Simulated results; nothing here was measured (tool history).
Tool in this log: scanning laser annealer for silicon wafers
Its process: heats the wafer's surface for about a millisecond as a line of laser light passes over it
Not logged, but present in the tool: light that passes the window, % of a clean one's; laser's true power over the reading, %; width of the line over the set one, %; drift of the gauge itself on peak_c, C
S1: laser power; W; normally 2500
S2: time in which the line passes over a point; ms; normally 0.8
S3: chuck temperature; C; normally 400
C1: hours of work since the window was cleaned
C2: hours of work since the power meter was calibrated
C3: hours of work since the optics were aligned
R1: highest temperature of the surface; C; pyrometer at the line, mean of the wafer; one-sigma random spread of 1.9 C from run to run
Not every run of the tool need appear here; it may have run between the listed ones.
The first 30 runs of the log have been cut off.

run 31 hour=742.3 | S1=2500 S2=0.719 S3=421 | C1=190 C2=575 C3=1594 | R1=1157
run 32 hour=775.6 | S1=2500 S2=0.719 S3=421 | C1=205 C2=590 C3=1609 | R1=1157
-- hour=787.7 optics aligned, line set to its width
run 33 hour=797.8 | S1=2500 S2=0.719 S3=421 | C1=213 C2=598 C3=5 | R1=1182
run 34 hour=825.9 | S1=2154 S2=0.593 S3=377 | C1=226 C2=611 C3=17 | R1=959
run 35 hour=845.2 | S1=2154 S2=0.593 S3=377 | C1=235 C2=619 C3=26 | R1=959
run 36 hour=876.8 | S1=2500 S2=0.636 S3=400 | C1=249 C2=634 C3=41 | R1=1117
run 37 hour=894.8 | S1=2182 S2=0.698 S3=400 | C1=257 C2=642 C3=49 | R1=1039
run 38 hour=913 | S1=2182 S2=0.698 S3=400 | C1=266 C2=650 C3=57 | R1=1032
run 39 hour=947.2 | S1=2216 S2=0.721 S3=400 | C1=281 C2=666 C3=73 | R1=1052
run 40 hour=975.7 | S1=2498 S2=0.78 S3=400 | C1=294 C2=679 C3=86 | R1=1181
-- hour=993.8 window over the wafer cleaned
run 41 hour=1001.2 | S1=2716 S2=0.801 S3=438 | C1=3 C2=690 C3=97 | R1=1333

Branching from run 41: 4 alternative next runs. What would each branch give?
run A hour=1019.6 | S1=2446 S2=0.7 S3=378 | C1=12 C2=698 C3=105 | R1=?
run B hour=1019.6 | S1=2529 S2=0.801 S3=385 | C1=12 C2=698 C3=105 | R1=?
run C hour=1019.6 | S1=2681 S2=0.8 S3=393 | C1=12 C2=698 C3=105 | R1=?
run D hour=1019.6 | S1=2531 S2=0.706 S3=400 | C1=12 C2=698 C3=105 | R1=?

run=A R1=1125
run=B R1=1215
run=C R1=1279
run=D R1=1180
The same runs, with their run-to-run variation unchanged, on a tool lacking any hidden condition would have given:
run=A R1=1135
run=B R1=1226
run=C R1=1290
run=D R1=1191
